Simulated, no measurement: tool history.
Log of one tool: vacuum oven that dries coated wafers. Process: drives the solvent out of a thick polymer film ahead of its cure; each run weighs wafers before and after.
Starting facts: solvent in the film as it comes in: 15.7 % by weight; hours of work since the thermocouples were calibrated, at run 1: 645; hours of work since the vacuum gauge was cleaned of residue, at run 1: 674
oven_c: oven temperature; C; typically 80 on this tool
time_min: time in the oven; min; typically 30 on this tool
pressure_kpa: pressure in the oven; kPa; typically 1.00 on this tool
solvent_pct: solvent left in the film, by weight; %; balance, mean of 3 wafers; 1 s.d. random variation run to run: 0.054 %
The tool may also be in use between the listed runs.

run	hour	oven_c	time_min	pressure_kpa	hours of work since the thermocouples were calibrated	hours of work since the vacuum gauge was cleaned of residue	solvent_pct
1	0.0	80	30	1.00	645	674	2.01
2	29.2	80	30	1.00	662	691	1.89
3	56.9	80	30	1.00	677	706	1.90
4	91.8	80	33	1.00	697	726	1.71
5	108.9	80	33	1.00	707	736	1.83
6	143.9	80	30	1.00	727	756	2.04
7	173.7	80	30	1.00	744	773	1.89
8	200.9	80	30	1.00	759	788	1.94
9	229.0	80	18	1.00	775	804	3.57
10	250.5	80	33	1.00	788	817	1.66
11	287.1	80	33	1.00	808	837	1.74
12	316.9	80	17	1.00	825	854	3.94
13	344.6	80	30	1.00	841	870	1.97
14	377.5	80	30	1.10	860	889	2.06
15	405.4	80	30	1.00	876	905	1.93
16	431.2	80	30	1.00	891	920	1.94
17	465.1	80	30	1.00	910	939	1.97
18	492.7	80	30	1.00	926	955	2.04
19	520.1	78	47	1.00	941	970	1.54
20	540.9	78	47	1.00	953	982	1.50
21	556.5	78	47	1.00	962	991	1.40
22	581.8	78	47	1.00	976	1005	1.44
23	609.4	75	49	1.00	992	1021	1.74
# hour 620.2: oven's thermocouples calibrated
24	635.0	75	49	1.00	8	1034	2.03
25	662.8	75	32	1.25	24	1050	3.27
26	697.5	75	32	1.25	44	1070	3.42
27	723.4	75	32	1.25	59	1085	3.34
28	744.8	76	32	2.80	71	1097	4.35
29	779.8	80	30	1.00	91	1117	2.29
30	797.8	80	30	1.00	101	1127	2.24
31	828.3	80	30	1.00	118	1145	2.30
32	852.9	80	41	1.87	133	1159	2.28
33	872.5	74	18	0.55	144	1170	5.36
34	900.7	89	32	1.66	160	1186	1.40
35	932.4	89	32	1.66	178	1204	1.47

Each row is a separate what-if for the run after 35, all from the same tool condition, not one after another. Results?
A	965.7	76	15	1.00	197	1223	?
B	965.7	67	32	0.81	197	1223	?
C	965.7	94	47	1.91	197	1223	?
D	965.7	85	32	1.66	197	1223	?
E	965.7	82	52	0.89	197	1223	?

run	solvent_pct
A	5.74
B	4.99
C	1.12
D	1.90
E	1.13
The same runs, with their run-to-run variation unchanged, on a tool lacking any hidden condition would have given:
run	solvent_pct
A	5.46
B	4.52
C	0.91
D	1.61
E	0.81
